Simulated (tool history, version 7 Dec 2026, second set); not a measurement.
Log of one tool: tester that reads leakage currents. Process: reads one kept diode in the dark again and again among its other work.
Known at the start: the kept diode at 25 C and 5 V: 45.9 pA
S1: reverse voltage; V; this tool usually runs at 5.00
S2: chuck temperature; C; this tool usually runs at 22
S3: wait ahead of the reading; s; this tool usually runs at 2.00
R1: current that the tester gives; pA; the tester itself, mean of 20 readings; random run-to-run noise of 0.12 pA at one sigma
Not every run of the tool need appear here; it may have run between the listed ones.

run 1 hour=0.0 | S1=5.00 S2=22 S3=2.00 | R1=46.61
run 2 hour=19.3 | S1=5.00 S2=22 S3=2.00 | R1=46.03
run 3 hour=46.4 | S1=5.00 S2=53 S3=2.00 | R1=334.70
run 4 hour=68.0 | S1=5.00 S2=53 S3=2.00 | R1=336.20
run 5 hour=87.5 | S1=5.00 S2=53 S3=2.00 | R1=337.70
run 6 hour=112.4 | S1=5.00 S2=53 S3=2.00 | R1=336.54
run 7 hour=151.0 | S1=5.00 S2=53 S3=2.00 | R1=338.92
run 8 hour=185.6 | S1=5.00 S2=53 S3=2.00 | R1=301.37
run 9 hour=213.2 | S1=5.00 S2=24 S3=5.86 | R1=48.82
run 10 hour=245.9 | S1=5.00 S2=24 S3=5.86 | R1=48.83
run 11 hour=280.8 | S1=5.00 S2=24 S3=5.86 | R1=49.44
run 12 hour=320.8 | S1=11.37 S2=22 S3=2.46 | R1=53.31

Put back what was entered between runs (3 entries, withheld): which listed runs does each sit between, and how does the hidden state differ from the listed run before to the listed run after?
After run 7, before run 8: probe card cleaned and baked (hour 157.1); chuck's temperature calibrated (hour 184.5)
  stray current of the dirty probe card, pA a volt: 0.708 -> 1.109; current scale over the true one, %: 0.32 -> 0.33; true chuck temperature over the reading, C: 2.05 -> -0.01
  measured less the result without the state, R1: +43.38 -> +6.29 pA
After run 11, before run 12: probe card cleaned and baked, once more (hour 285.6)
  stray current of the dirty probe card, pA a volt: 1.171 -> 0.052; current scale over the true one, %: 0.34 -> 0.35; true chuck temperature over the reading, C: 0.08 -> 0.12
  measured less the result without the state, R1: +6.21 -> +1.02 pA
